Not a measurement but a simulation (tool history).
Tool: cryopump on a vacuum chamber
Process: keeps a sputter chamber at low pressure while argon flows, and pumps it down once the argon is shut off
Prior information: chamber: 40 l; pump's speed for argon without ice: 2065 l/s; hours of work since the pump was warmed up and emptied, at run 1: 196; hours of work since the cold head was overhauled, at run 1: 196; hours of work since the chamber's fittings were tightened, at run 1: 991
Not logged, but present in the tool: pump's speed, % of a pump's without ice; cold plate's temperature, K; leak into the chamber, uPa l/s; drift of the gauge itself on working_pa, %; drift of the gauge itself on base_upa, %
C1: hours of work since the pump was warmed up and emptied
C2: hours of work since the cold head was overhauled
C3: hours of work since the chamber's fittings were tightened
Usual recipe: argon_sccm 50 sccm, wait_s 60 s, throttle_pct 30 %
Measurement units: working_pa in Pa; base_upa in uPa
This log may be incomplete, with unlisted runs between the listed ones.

run 1 day=0.000 | argon_sccm=50 wait_s=60 throttle_pct=30 | C1=196 C2=196 C3=991 | working_pa=0.1456 base_upa=2.01
run 2 day=0.333 | argon_sccm=50 wait_s=60 throttle_pct=30 | C1=201 C2=201 C3=996 | working_pa=0.1450 base_upa=2.01
run 3 day=0.754 | argon_sccm=50 wait_s=60 throttle_pct=30 | C1=208 C2=208 C3=1002 | working_pa=0.1441 base_upa=2.09
run 4 day=1.092 | argon_sccm=50 wait_s=60 throttle_pct=30 | C1=213 C2=213 C3=1008 | working_pa=0.1445 base_upa=2.04
run 5 day=1.592 | argon_sccm=50 wait_s=60 throttle_pct=30 | C1=221 C2=221 C3=1015 | working_pa=0.1442 base_upa=2.04
run 6 day=1.929 | argon_sccm=50 wait_s=60 throttle_pct=30 | C1=226 C2=226 C3=1020 | working_pa=0.1448 base_upa=2.01
run 7 day=2.396 | argon_sccm=50 wait_s=60 throttle_pct=30 | C1=233 C2=233 C3=1027 | working_pa=0.1451 base_upa=2.13
run 8 day=3.104 | argon_sccm=50 wait_s=60 throttle_pct=30 | C1=244 C2=244 C3=1038 | working_pa=0.1463 base_upa=2.11
run 9 day=3.454 | argon_sccm=50 wait_s=60 throttle_pct=30 | C1=249 C2=249 C3=1044 | working_pa=0.1451 base_upa=2.18
run 10 day=4.083 | argon_sccm=50 wait_s=60 throttle_pct=30 | C1=259 C2=259 C3=1053 | working_pa=0.1462 base_upa=2.14
run 11 day=4.525 | argon_sccm=50 wait_s=29 throttle_pct=30 | C1=265 C2=265 C3=1060 | working_pa=0.1471 base_upa=2.90
run 12 day=5.079 | argon_sccm=50 wait_s=29 throttle_pct=30 | C1=274 C2=274 C3=1068 | working_pa=0.1465 base_upa=2.91
run 13 day=5.679 | argon_sccm=50 wait_s=29 throttle_pct=30 | C1=283 C2=283 C3=1077 | working_pa=0.1463 base_upa=3.00
run 14 day=6.221 | argon_sccm=50 wait_s=29 throttle_pct=30 | C1=291 C2=291 C3=1086 | working_pa=0.1485 base_upa=2.96
run 15 day=6.858 | argon_sccm=50 wait_s=29 throttle_pct=30 | C1=301 C2=301 C3=1095 | working_pa=0.1477 base_upa=2.91
-- day=7.504 leaking fittings of the chamber tightened, without venting
run 16 day=7.638 | argon_sccm=50 wait_s=29 throttle_pct=30 | C1=311 C2=311 C3=2 | working_pa=0.1477 base_upa=1.51
run 17 day=8.229 | argon_sccm=50 wait_s=60 throttle_pct=30 | C1=320 C2=320 C3=11 | working_pa=0.1484 base_upa=0.89
run 18 day=8.842 | argon_sccm=66 wait_s=60 throttle_pct=30 | C1=330 C2=330 C3=20 | working_pa=0.1980 base_upa=0.88
run 19 day=9.558 | argon_sccm=42 wait_s=59 throttle_pct=30 | C1=341 C2=341 C3=31 | working_pa=0.1255 base_upa=0.91
run 20 day=10.250 | argon_sccm=40 wait_s=60 throttle_pct=38 | C1=351 C2=351 C3=42 | working_pa=0.0974 base_upa=0.92
run 21 day=10.846 | argon_sccm=50 wait_s=158 throttle_pct=22 | C1=360 C2=360 C3=51 | working_pa=0.2014 base_upa=0.55
run 22 day=11.575 | argon_sccm=43 wait_s=227 throttle_pct=42 | C1=371 C2=371 C3=62 | working_pa=0.0965 base_upa=0.47
run 23 day=11.904 | argon_sccm=50 wait_s=51 throttle_pct=17 | C1=376 C2=376 C3=67 | working_pa=0.2559 base_upa=1.06
run 24 day=12.508 | argon_sccm=38 wait_s=51 throttle_pct=58 | C1=386 C2=386 C3=76 | working_pa=0.0653 base_upa=1.12
run 25 day=12.988 | argon_sccm=50 wait_s=248 throttle_pct=30 | C1=393 C2=393 C3=84 | working_pa=0.1516 base_upa=0.59
run 26 day=13.658 | argon_sccm=98 wait_s=81 throttle_pct=50 | C1=403 C2=403 C3=94 | working_pa=0.1944 base_upa=0.81
run 27 day=14.171 | argon_sccm=98 wait_s=81 throttle_pct=50 | C1=411 C2=411 C3=101 | working_pa=0.1943 base_upa=0.87
-- day=14.971 pump warmed up, emptied and cooled again
run 28 day=14.971 | argon_sccm=98 wait_s=81 throttle_pct=50 | C1=0 C2=420 C3=110 | working_pa=0.1635 base_upa=0.77
run 29 day=15.321 | argon_sccm=98 wait_s=81 throttle_pct=50 | C1=5 C2=425 C3=116 | working_pa=0.1628 base_upa=0.74
run 30 day=16.054 | argon_sccm=98 wait_s=81 throttle_pct=50 | C1=16 C2=436 C3=127 | working_pa=0.1625 base_upa=0.79
run 31 day=16.575 | argon_sccm=64 wait_s=256 throttle_pct=24 | C1=24 C2=444 C3=135 | working_pa=0.2213 base_upa=0.46
run 32 day=16.958 | argon_sccm=64 wait_s=256 throttle_pct=24 | C1=30 C2=450 C3=141 | working_pa=0.2219 base_upa=0.46
run 33 day=17.362 | argon_sccm=65 wait_s=195 throttle_pct=24 | C1=36 C2=456 C3=147 | working_pa=0.2229 base_upa=0.55
run 34 day=17.892 | argon_sccm=27 wait_s=122 throttle_pct=24 | C1=44 C2=464 C3=155 | working_pa=0.0929 base_upa=0.65
run 35 day=18.325 | argon_sccm=27 wait_s=122 throttle_pct=28 | C1=51 C2=471 C3=162 | working_pa=0.0809 base_upa=0.68

Below are 3 alternative next runs, each starting from the tool's condition after run 35. Predict each:
run A day=18.938 | argon_sccm=26 wait_s=122 throttle_pct=25 | C1=60 C2=480 C3=171 | working_pa=? base_upa=?
run B day=18.938 | argon_sccm=60 wait_s=278 throttle_pct=16 | C1=60 C2=480 C3=171 | working_pa=? base_upa=?
run C day=18.938 | argon_sccm=50 wait_s=248 throttle_pct=30 | C1=60 C2=480 C3=171 | working_pa=? base_upa=?

run=A working_pa=0.0866 base_upa=0.68
run=B working_pa=0.3087 base_upa=0.48
run=C working_pa=0.1391 base_upa=0.52
The same runs, with their run-to-run variation unchanged, on a tool lacking any hidden condition would have given:
run=A working_pa=0.0853 base_upa=0.46
run=B working_pa=0.3057 base_upa=0.27
run=C working_pa=0.1366 base_upa=0.31

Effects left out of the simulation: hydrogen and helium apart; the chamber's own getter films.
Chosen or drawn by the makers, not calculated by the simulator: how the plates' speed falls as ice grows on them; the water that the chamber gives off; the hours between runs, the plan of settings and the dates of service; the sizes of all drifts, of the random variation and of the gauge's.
